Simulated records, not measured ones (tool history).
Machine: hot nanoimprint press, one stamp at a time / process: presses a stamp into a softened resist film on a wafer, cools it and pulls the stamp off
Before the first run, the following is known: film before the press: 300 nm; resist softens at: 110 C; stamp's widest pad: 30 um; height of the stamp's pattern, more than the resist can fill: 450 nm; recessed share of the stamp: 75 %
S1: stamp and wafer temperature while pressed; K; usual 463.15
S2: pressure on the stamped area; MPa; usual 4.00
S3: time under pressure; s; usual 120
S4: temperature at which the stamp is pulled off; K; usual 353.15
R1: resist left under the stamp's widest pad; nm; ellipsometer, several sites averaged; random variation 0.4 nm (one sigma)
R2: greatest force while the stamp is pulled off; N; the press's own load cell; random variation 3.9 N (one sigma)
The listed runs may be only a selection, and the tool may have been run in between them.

| run | hour | S1 | S2 | S3 | S4 | R1 | R2 |
|---|---|---|---|---|---|---|---|
| 1 | 0.0 | 463.15 | 4.00 | 120 | 353.15 | 163.2 | 190 |
| 2 | 40.7 | 463.15 | 4.00 | 120 | 353.15 | 164.2 | 187 |
| 3 | 125.4 | 463.15 | 4.00 | 120 | 353.15 | 163.4 | 189 |
| 4 | 165.0 | 463.15 | 4.00 | 120 | 353.15 | 164.3 | 187 |
| 5 | 239.0 | 463.15 | 4.00 | 85 | 353.15 | 181.6 | 191 |
| 6 | 310.8 | 463.15 | 4.00 | 120 | 353.15 | 164.9 | 193 |
| 7 | 364.6 | 468.15 | 4.00 | 120 | 352.15 | 142.0 | 188 |
| 8 | 418.3 | 452.15 | 3.94 | 120 | 351.15 | 224.4 | 195 |
|  | 443.8 | plate thermocouple calibrated |
| 9 | 456.8 | 473.15 | 4.00 | 120 | 343.15 | 122.3 | 212 |
| 10 | 522.2 | 463.15 | 4.00 | 120 | 343.15 | 165.8 | 208 |
| 11 | 601.1 | 473.15 | 4.00 | 120 | 343.15 | 122.6 | 213 |

Forecast each of these 5 alternatives for the next run:
| A | 670.2 | 473.15 | 4.00 | 111 | 361.15 | ? | ? |
| B | 670.2 | 473.15 | 5.54 | 61 | 341.15 | ? | ? |
| C | 670.2 | 471.15 | 4.00 | 120 | 343.15 | ? | ? |
| D | 670.2 | 463.15 | 3.31 | 96 | 353.15 | ? | ? |
| E | 670.2 | 473.15 | 3.18 | 197 | 341.15 | ? | ? |

| run | R1 | R2 |
|---|---|---|
| A | 126.4 | 165 |
| B | 129.3 | 222 |
| C | 130.1 | 216 |
| D | 191.9 | 191 |
| E | 117.9 | 218 |
With the hidden condition removed and each run's random variation left untouched, the same runs would have given:
| run | R1 | R2 |
|---|---|---|
| A | 124.8 | 163 |
| B | 127.7 | 220 |
| C | 128.5 | 214 |
| D | 189.6 | 190 |
| E | 116.5 | 216 |

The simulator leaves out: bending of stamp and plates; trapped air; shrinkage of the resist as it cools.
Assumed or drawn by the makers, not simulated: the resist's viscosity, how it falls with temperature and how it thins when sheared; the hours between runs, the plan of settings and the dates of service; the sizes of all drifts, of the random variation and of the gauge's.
